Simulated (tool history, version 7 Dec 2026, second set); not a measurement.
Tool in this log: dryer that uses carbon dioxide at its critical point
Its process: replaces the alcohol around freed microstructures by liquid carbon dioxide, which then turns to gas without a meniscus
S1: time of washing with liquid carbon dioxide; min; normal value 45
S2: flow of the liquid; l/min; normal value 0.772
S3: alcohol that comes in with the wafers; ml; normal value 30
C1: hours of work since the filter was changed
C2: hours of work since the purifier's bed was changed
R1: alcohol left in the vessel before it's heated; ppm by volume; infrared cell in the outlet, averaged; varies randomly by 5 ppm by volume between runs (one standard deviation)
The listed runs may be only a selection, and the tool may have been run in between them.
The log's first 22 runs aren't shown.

run	hour	S1	S2	S3	C1	C2	R1
23	312.6	48	0.772	25	78	504	38
24	321.9	28	0.692	26	84	510	164
25	333.1	29	0.973	84	91	517	120
26	346.6	56	0.482	24	99	525	64
27	357.7	28	0.989	24	106	531	67
28	372.8	41	0.772	20	115	541	39
29	386.2	41	0.772	20	123	549	42
30	401.5	45	0.772	106	132	558	67
31	409.5	51	0.656	27	137	563	48
32	419.9	45	0.656	27	143	569	57
33	433.7	45	1.198	27	151	577	30
34	445.7	45	1.198	27	159	584	35
35	461.1	45	1.198	27	168	594	37
36	471.6	45	1.198	27	174	600	35
37	483.2	45	0.682	27	181	607	56
38	495.9	39	0.777	62	189	615	79
39	512.2	71	0.768	107	199	625	38
40	531.3	31	0.539	30	210	636	395
41	545.8	31	0.539	106	219	645	1225
42	560.5	31	0.539	106	228	654	1258
43	569.9	46	0.89	30	233	659	41
44	585.9	57	0.772	30	243	669	39
45	605.1	57	0.772	30	255	680	37
46	623.5	63	0.525	52	266	692	67

Below are 5 alternative next runs, each starting from the tool's condition after run 46. Predict each:
A	633.6	40	0.525	52	272	698	?
B	633.6	63	0.525	48	272	698	?
C	633.6	52	0.525	52	272	698	?
D	633.6	45	1.001	30	272	698	?
E	633.6	67	1.167	56	272	698	?

run	R1
A	331
B	64
C	130
D	41
E	42
With the hidden condition removed and each run's random variation left untouched, the same runs would have given:
run	R1
A	211
B	19
C	63
D	9
E	9

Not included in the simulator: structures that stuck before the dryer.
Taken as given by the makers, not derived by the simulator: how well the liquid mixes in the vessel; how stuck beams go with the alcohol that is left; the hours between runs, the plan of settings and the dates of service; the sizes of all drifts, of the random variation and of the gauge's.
